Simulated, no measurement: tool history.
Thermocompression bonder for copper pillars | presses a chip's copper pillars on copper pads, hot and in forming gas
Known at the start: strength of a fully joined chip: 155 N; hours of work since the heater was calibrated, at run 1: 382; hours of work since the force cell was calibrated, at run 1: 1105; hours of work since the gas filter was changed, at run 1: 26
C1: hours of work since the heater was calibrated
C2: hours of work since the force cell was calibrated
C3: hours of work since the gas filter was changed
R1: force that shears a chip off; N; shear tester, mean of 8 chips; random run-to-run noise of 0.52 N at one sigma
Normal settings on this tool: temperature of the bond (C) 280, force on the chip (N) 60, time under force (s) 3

{"run": 1, "hour": 0.0, "temperature of the bond (C)": 280, "force on the chip (N)": 60, "time under force (s)": 3, "C1": 382, "C2": 1105, "C3": 26, "R1": 73.6}
{"run": 2, "hour": 42.6, "temperature of the bond (C)": 280, "force on the chip (N)": 60, "time under force (s)": 3, "C1": 404, "C2": 1127, "C3": 48, "R1": 72.7}
{"run": 3, "hour": 106.6, "temperature of the bond (C)": 268, "force on the chip (N)": 60, "time under force (s)": 3, "C1": 436, "C2": 1160, "C3": 81, "R1": 63}
{"run": 4, "hour": 142.4, "temperature of the bond (C)": 268, "force on the chip (N)": 60, "time under force (s)": 3, "C1": 454, "C2": 1178, "C3": 99, "R1": 62.7}
{"run": 5, "hour": 199.5, "temperature of the bond (C)": 280, "force on the chip (N)": 60, "time under force (s)": 5, "C1": 483, "C2": 1207, "C3": 128, "R1": 84.7}
{"run": 6, "hour": 265.3, "temperature of the bond (C)": 280, "force on the chip (N)": 60, "time under force (s)": 3, "C1": 517, "C2": 1240, "C3": 161, "R1": 70.6}
{"run": 7, "hour": 316.2, "temperature of the bond (C)": 280, "force on the chip (N)": 60, "time under force (s)": 3, "C1": 543, "C2": 1266, "C3": 187, "R1": 69.7}
{"run": 8, "hour": 351.2, "temperature of the bond (C)": 280, "force on the chip (N)": 60, "time under force (s)": 3, "C1": 561, "C2": 1284, "C3": 205, "R1": 69.3}
{"run": 9, "hour": 397.3, "temperature of the bond (C)": 288, "force on the chip (N)": 54, "time under force (s)": 5, "C1": 584, "C2": 1307, "C3": 228, "R1": 83.7}

Run 10 comes next. What will it give?
{"hour": 441.4, "done": "forming gas filter changed"}
{"run": 10, "hour": 449.9, "temperature of the bond (C)": 300, "force on the chip (N)": 44, "time under force (s)": 2, "C1": 611, "C2": 1334, "C3": 4, "R1": "?"}

{"run 10": {"R1": 61.2}}
With the hidden condition absent and the run-to-run variation left alone, this run would have shown R1 68.6 N.
